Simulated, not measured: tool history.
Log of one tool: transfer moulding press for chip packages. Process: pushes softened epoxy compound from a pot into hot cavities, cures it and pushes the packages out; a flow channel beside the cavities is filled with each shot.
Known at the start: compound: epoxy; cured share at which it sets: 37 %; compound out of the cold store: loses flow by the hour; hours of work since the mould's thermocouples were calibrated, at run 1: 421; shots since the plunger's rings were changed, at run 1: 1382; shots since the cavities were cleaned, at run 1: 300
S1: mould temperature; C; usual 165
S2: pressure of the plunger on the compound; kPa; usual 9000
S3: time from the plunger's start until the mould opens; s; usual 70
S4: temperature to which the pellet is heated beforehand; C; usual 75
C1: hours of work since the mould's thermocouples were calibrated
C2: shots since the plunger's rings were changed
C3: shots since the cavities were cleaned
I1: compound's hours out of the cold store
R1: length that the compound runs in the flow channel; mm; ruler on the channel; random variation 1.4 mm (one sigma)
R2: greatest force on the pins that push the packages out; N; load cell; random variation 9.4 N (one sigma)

| run | hour | S1 | S2 | S3 | S4 | C1 | C2 | C3 | I1 | R1 | R2 |
|---|---|---|---|---|---|---|---|---|---|---|---|
| 1 | 0.0 | 165 | 9000 | 70 | 75 | 421 | 1382 | 300 | 22.3 | 743 | 428 |
| 2 | 44.3 | 165 | 9000 | 70 | 75 | 446 | 1970 | 888 | 47.1 | 674 | 418 |
|  | 67.4 | cavities cleaned with cleaning compound and waxed |
| 3 | 85.1 | 165 | 9000 | 70 | 75 | 468 | 2492 | 235 | 44.0 | 678 | 431 |
|  | 153.3 | cavities cleaned with cleaning compound and waxed |
| 4 | 183.4 | 165 | 9000 | 70 | 75 | 522 | 3777 | 400 | 47.2 | 670 | 414 |
|  | 237.7 | cavities cleaned with cleaning compound and waxed |
| 5 | 238.5 | 159 | 9000 | 70 | 75 | 552 | 4488 | 11 | 13.7 | 797 | 597 |
|  | 248.9 | mould's thermocouples calibrated |
|  | 292.1 | plunger's sealing rings changed |
| 6 | 307.7 | 159 | 9000 | 70 | 75 | 31 | 207 | 870 | 29.9 | 745 | 592 |
|  | 330.8 | cavities cleaned with cleaning compound and waxed |
| 7 | 385.6 | 164 | 9000 | 70 | 75 | 74 | 1221 | 727 | 8.5 | 795 | 439 |
|  | 419.8 | cavities cleaned with cleaning compound and waxed |
| 8 | 445.2 | 164 | 9000 | 70 | 75 | 106 | 1992 | 336 | 10.0 | 788 | 453 |
|  | 508.6 | cavities cleaned with cleaning compound and waxed |
| 9 | 521.4 | 172 | 9000 | 70 | 75 | 148 | 2985 | 171 | 29.4 | 698 | 399 |
|  | 595.8 | cavities cleaned with cleaning compound and waxed |
| 10 | 608.5 | 172 | 9000 | 70 | 75 | 196 | 4121 | 169 | 17.5 | 734 | 373 |
|  | 685.8 | plunger's sealing rings changed |
|  | 687.3 | cavities cleaned with cleaning compound and waxed |
| 11 | 687.7 | 172 | 9000 | 70 | 75 | 238 | 5 | 5 | 28.7 | 698 | 380 |
|  | 773.6 | cavities cleaned with cleaning compound and waxed |
| 12 | 776.2 | 172 | 9000 | 70 | 75 | 286 | 1159 | 34 | 20.1 | 727 | 382 |
|  | 862.4 | cavities cleaned with cleaning compound and waxed |
| 13 | 866.5 | 172 | 9000 | 70 | 75 | 336 | 2339 | 55 | 17.7 | 730 | 386 |
| 14 | 919.3 | 172 | 9000 | 70 | 75 | 365 | 3040 | 756 | 24.1 | 712 | 376 |
|  | 952.4 | cavities cleaned with cleaning compound and waxed |
| 15 | 979.0 | 164 | 9000 | 86 | 75 | 397 | 3812 | 354 | 36.0 | 706 | 373 |
| 16 | 1020.2 | 159 | 7790 | 70 | 74 | 420 | 4358 | 900 | 37.0 | 671 | 590 |
|  | 1037.6 | cavities cleaned with cleaning compound and waxed |
|  | 1085.3 | plunger's sealing rings changed |
| 17 | 1112.8 | 159 | 7790 | 70 | 74 | 470 | 365 | 965 | 42.7 | 656 | 544 |
|  | 1127.1 | cavities cleaned with cleaning compound and waxed |
| 18 | 1197.6 | 159 | 7790 | 70 | 74 | 516 | 1470 | 935 | 33.6 | 682 | 583 |
|  | 1210.9 | cavities cleaned with cleaning compound and waxed |
| 19 | 1264.3 | 172 | 7790 | 70 | 74 | 552 | 2336 | 709 | 23.3 | 665 | 391 |

The next listed run, before its measurement:
|  | 1274.6 | mould's thermocouples calibrated |
|  | 1298.8 | cavities cleaned with cleaning compound and waxed |
| 20 | 1333.5 | 169 | 9670 | 69 | 70 | 32 | 3208 | 461 | 47.1 | ? | ? |

{"run 20": {"R1": 681, "R2": 393}}
Without the tool's hidden state the same run would have given R1 681 mm, R2 391 N.

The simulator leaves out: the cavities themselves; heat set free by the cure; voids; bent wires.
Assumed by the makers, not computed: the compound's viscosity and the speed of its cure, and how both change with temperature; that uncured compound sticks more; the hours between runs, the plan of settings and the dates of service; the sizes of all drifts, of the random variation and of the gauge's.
